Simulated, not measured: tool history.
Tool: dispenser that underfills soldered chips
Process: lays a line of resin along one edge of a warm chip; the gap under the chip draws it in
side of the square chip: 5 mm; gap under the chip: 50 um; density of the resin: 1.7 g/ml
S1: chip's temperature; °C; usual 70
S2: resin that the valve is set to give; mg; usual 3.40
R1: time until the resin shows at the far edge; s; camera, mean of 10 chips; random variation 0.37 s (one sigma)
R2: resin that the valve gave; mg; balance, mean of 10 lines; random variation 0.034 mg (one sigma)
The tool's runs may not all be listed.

run	day	S1	S2	R1	R2
1	0.000	70	3.40	26.6	3.31
2	0.133	70	3.40	30.1	3.33
3	0.367	70	3.40	21.8	3.33
4	0.500	70	4.35	24.2	4.19
5	0.704	70	4.35	29.4	4.25
6	0.912	70	4.35	21.4	4.20
7	1.012	70	3.40	23.9	3.22
8	1.121	70	3.40	26.7	3.26
9	1.262	70	3.40	30.1	3.29
10	1.400	70	3.40	34.4	3.22
11	1.621	58	3.40	37.1	3.24
12	1.742	58	3.40	41.4	3.22
13	1.888	60	4.33	44.4	4.15
14	2.067	67	3.64	24.3	3.47
15	2.279	70	3.93	27.6	3.70
16	2.392	70	3.93	29.9	3.72
17	2.496	81	4.35	23.4	4.11
18	2.738	67	3.72	25.7	3.71
19	2.933	67	3.72	31.9	3.72
20	3.196	67	3.69	24.3	3.71

Not shown: 7 entries that the log had between the listed runs. Between which runs, and how does the tool's hidden state differ before and after?
Between runs 2 and 3: new syringe of resin (day 0.346)
  resin's viscosity, % of fresh resin's: 137.8 -> 99.6; dose that the valve gives, % of what is set: 97.18 -> 96.94; true chip temperature over the reading, C: 0.23 -> 0.26
  measured less the result without the state, R1: +8.2 -> -0.2 s; R2: -0.10 -> -0.11 mg
Between runs 5 and 6: new syringe of resin (day 0.912)
  resin's viscosity, % of fresh resin's: 136.9 -> 99; dose that the valve gives, % of what is set: 96.53 -> 96.31; true chip temperature over the reading, C: 0.31 -> 0.33
  measured less the result without the state, R1: +7.8 -> -0.4 s; R2: -0.15 -> -0.17 mg
Between runs 10 and 11: new syringe of resin (day 1.475)
  resin's viscosity, % of fresh resin's: 156.7 -> 113.2; dose that the valve gives, % of what is set: 95.7 -> 95.46; true chip temperature over the reading, C: 0.4 -> 0.42
  measured less the result without the state, R1: +12.3 -> +4.0 s; R2: -0.15 -> -0.15 mg
Between runs 13 and 14: new syringe of resin (day 2.029)
  resin's viscosity, % of fresh resin's: 145.5 -> 102.3; dose that the valve gives, % of what is set: 95.13 -> 94.93; true chip temperature over the reading, C: 0.46 -> 0.48
  measured less the result without the state, R1: +13.5 -> +0.3 s; R2: -0.21 -> -0.18 mg
Between runs 17 and 18: new syringe of resin (day 2.588); dispensing valve cleaned and set on the balance (day 2.650)
  resin's viscosity, % of fresh resin's: 153.3 -> 110.5; dose that the valve gives, % of what is set: 94.4 -> 99.8; true chip temperature over the reading, C: 0.53 -> 0.56
  measured less the result without the state, R1: +7.8 -> +2.0 s; R2: -0.24 -> -0.01 mg
Between runs 19 and 20: new syringe of resin (day 3.192)
  resin's viscosity, % of fresh resin's: 132.9 -> 100.7; dose that the valve gives, % of what is set: 99.58 -> 99.3; true chip temperature over the reading, C: 0.58 -> 0.61
  measured less the result without the state, R1: +7.4 -> -0.3 s; R2: -0.02 -> -0.03 mg
